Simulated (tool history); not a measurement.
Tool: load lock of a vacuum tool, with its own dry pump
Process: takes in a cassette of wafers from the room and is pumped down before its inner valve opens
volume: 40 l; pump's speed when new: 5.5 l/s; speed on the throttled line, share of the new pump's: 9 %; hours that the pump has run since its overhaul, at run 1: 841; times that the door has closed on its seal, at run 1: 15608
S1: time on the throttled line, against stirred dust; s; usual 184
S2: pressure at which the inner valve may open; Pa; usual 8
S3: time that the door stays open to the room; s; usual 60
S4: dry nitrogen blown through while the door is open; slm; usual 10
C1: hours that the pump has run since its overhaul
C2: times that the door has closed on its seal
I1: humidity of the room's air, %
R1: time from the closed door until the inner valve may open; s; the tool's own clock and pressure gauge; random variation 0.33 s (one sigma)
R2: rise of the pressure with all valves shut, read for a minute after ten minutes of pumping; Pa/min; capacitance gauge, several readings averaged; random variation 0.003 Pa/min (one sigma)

run,day,S1,S2,S3,S4,C1,C2,I1,R1,R2
1,0.000,184,8,60,10,841,15608,43.4,236.1,0.299
2,2.667,184,8,60,10,905,15890,45.7,235.9,0.305
3,4.971,184,8,60,16,960,16134,44.5,235.4,0.303
4,8.388,184,8,60,16,1042,16496,48.8,236.3,0.316
5,10.379,184,8,60,16,1090,16707,46.6,236.2,0.326
6,13.675,184,8,44,10,1169,17055,42.6,236.0,0.334
7,17.196,184,8,44,10,1253,17428,45.0,236.2,0.347
8,20.612,184,8,44,10,1335,17789,44.6,236.3,0.353
9,25.008,184,8,60,10,1441,18254,42.7,235.6,0.361
10,29.138,184,8,60,10,1540,18691,45.6,236.5,0.385
11,32.067,105,11,60,10,1610,19001,45.9,162.0,0.398
12,36.104,105,11,60,10,1707,19429,44.8,162.2,0.408
13,38.788,117,14,46,4,1772,19712,42.1,171.1,0.411
14,42.462,117,14,46,4,1860,20101,45.3,171.0,0.437
15,45.117,117,10,46,4,1923,20382,42.8,173.7,0.436
16,49.596,117,10,46,4,2031,20856,47.0,172.9,0.451
17,53.267,117,10,46,4,2119,21244,45.2,173.9,0.467
18,55.942,93,13,46,10,2183,21527,45.0,149.5,0.472
19,59.883,93,13,46,10,2278,21945,41.4,149.5,0.479
20,62.046,93,11,46,7,2330,22173,44.6,151.1,0.505

5 ways to go on from here, each from the tool as it stands after run 20. What would each give?
A,64.133,300,8,60,10,2380,22394,50.5,?,?
B,64.133,103,12,46,13,2380,22394,40.8,?,?
C,64.133,184,10,80,10,2380,22394,44.5,?,?
D,64.133,316,11,55,14,2380,22394,42.9,?,?
E,64.133,217,11,175,7,2380,22394,42.8,?,?

run,R1,R2
A,343.0,0.519
B,159.5,0.490
C,235.4,0.503
D,354.9,0.500
E,264.1,0.538
Without the tool's hidden state the same runs would have given:
run,R1,R2
A,343.1,0.039
B,159.8,0.020
C,235.7,0.035
D,355.1,0.027
E,264.3,0.062
